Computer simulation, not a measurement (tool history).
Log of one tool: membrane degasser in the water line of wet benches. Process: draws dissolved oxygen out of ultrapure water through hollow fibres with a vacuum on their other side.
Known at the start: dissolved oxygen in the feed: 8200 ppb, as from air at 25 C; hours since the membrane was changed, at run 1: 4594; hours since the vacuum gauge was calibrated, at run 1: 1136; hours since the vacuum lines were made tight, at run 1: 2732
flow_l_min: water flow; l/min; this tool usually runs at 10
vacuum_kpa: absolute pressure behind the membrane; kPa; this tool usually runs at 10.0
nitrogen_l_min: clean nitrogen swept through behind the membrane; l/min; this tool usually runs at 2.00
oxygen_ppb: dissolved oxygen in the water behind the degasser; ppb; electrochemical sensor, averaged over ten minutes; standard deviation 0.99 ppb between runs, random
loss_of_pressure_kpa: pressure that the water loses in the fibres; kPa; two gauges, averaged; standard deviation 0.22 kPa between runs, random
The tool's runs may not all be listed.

run    hour  flow_l_min  vacuum_kpa  nitrogen_l_min  hours since the membrane was changed  hours since the vacuum gauge was calibrated  hours since the vacuum lines were made tight  oxygen_ppb  loss_of_pressure_kpa
  1     0.0          10        10.0            2.00                                  4594                                         1136                                          2732       100.0                 53.76
  2   193.7          10        10.0            2.00                                  4788                                         1330                                          2926        98.8                 53.67
  3   383.1          10        10.0            2.00                                  4977                                         1519                                          3116       101.1                 53.87
  4   509.3          10        10.0            2.00                                  5103                                         1646                                          3242        98.8                 53.57
  5   726.1           9        10.0            2.00                                  5320                                         1862                                          3459        88.6                 48.67
  6  1005.1           9        10.0            2.00                                  5599                                         2141                                          3738        88.3                 48.32
  7  1202.1           9        10.0            2.00                                  5796                                         2338                                          3935        87.2                 48.69
  8  1351.1           9        10.0            2.00                                  5945                                         2487                                          4084        88.1                 48.44
  9  1527.5           9        10.0            2.00                                  6122                                         2664                                          4260        87.6                 48.79
 10  1717.2           9        10.0            2.00                                  6311                                         2854                                          4450        88.8                 48.93
     1767.5  -- seals of the vacuum lines changed
 11  1953.5           9        10.0            2.00                                  6545                                         3088                                           186        87.3                 49.18
 12  2079.9           9        10.0            2.00                                  6672                                         3214                                           312        87.6                 49.05
 13  2220.7          10        10.0            1.70                                  6813                                         3355                                           453       113.0                 54.55
 14  2479.3          10        10.0            1.70                                  7071                                         3614                                           712       117.2                 54.60
 15  2616.9          10        10.0            3.01                                  7209                                         3751                                           849        74.3                 54.62
 16  2841.8          10        10.0            3.01                                  7434                                         3976                                          1074        74.4                 54.83
 17  3001.2          10        10.0            3.01                                  7593                                         4136                                          1234        75.3                 54.54
     3014.8  -- vacuum gauge calibrated
 18  3190.5          10         6.1            5.52                                  7782                                          176                                          1423        32.4                 54.87
 19  3360.7          10         6.1            5.52                                  7952                                          346                                          1593        33.3                 55.04
 20  3531.0           9        19.0            2.00                                  8122                                          516                                          1763       190.4                 49.95
 21  3680.3          14        19.5            2.00                                  8272                                          665                                          1912       318.7                 76.94
     3847.7  -- vacuum gauge calibrated, once more
 22  3893.9          12        15.7            0.92                                  8485                                           46                                          2125       393.8                 66.30
 23  4131.9          11        16.3            2.58                                  8723                                          284                                          2363       161.6                 60.80
 24  4333.1          11        16.3            4.93                                  8924                                          485                                          2565        97.5                 60.90
 25  4604.3          10        21.5            2.00                                  9195                                          757                                          2836       239.6                 55.75
 26  4795.4          10        21.5            2.00                                  9386                                          948                                          3027       240.6                 55.74
 27  5065.1          10        21.5            2.00                                  9656                                         1217                                          3297       245.5                 55.84
 28  5282.5          13        10.9            1.70                                  9873                                         1435                                          3514       185.5                 72.54
 29  5415.1          13        10.9            1.70                                 10006                                         1567                                          3647       186.4                 72.78
 30  5632.7          11        10.0            1.38                                 10224                                         1785                                          3864       158.6                 61.52
 31  5840.1          11        10.0            1.38                                 10431                                         1992                                          4072       159.8                 61.75

Hidden condition of the tool, last listed run before each entry between runs versus first listed run after:
Between runs 10 and 11: seals of the vacuum lines changed (hour 1767.5)
  membrane still open, %: 94.9 -> 94.8; true pressure behind the membrane over the reading, kPa: 0.08 -> 0.09; air that leaks in behind the membrane, l/min: 0.0067 -> 0.0026
  what was measured, less what the result would be without the hidden state, oxygen_ppb: +5.5 -> +4.8 ppb; loss_of_pressure_kpa: +2.47 -> +2.57 kPa
Between runs 17 and 18: vacuum gauge calibrated (hour 3014.8)
  membrane still open, %: 94 -> 93.8; true pressure behind the membrane over the reading, kPa: 0.12 -> 0.2; air that leaks in behind the membrane, l/min: 0.0036 -> 0.0037
  what was measured, less what the result would be without the hidden state, oxygen_ppb: +7.2 -> +7.2 ppb; loss_of_pressure_kpa: +3.29 -> +3.38 kPa
Between runs 21 and 22: vacuum gauge calibrated, once more (hour 3847.7)
  membrane still open, %: 93.4 -> 93.3; true pressure behind the membrane over the reading, kPa: 0.21 -> 0.03; air that leaks in behind the membrane, l/min: 0.0042 -> 0.0044
  what was measured, less what the result would be without the hidden state, oxygen_ppb: +18.8 -> +12.3 ppb; loss_of_pressure_kpa: +5.03 -> +4.46 kPa
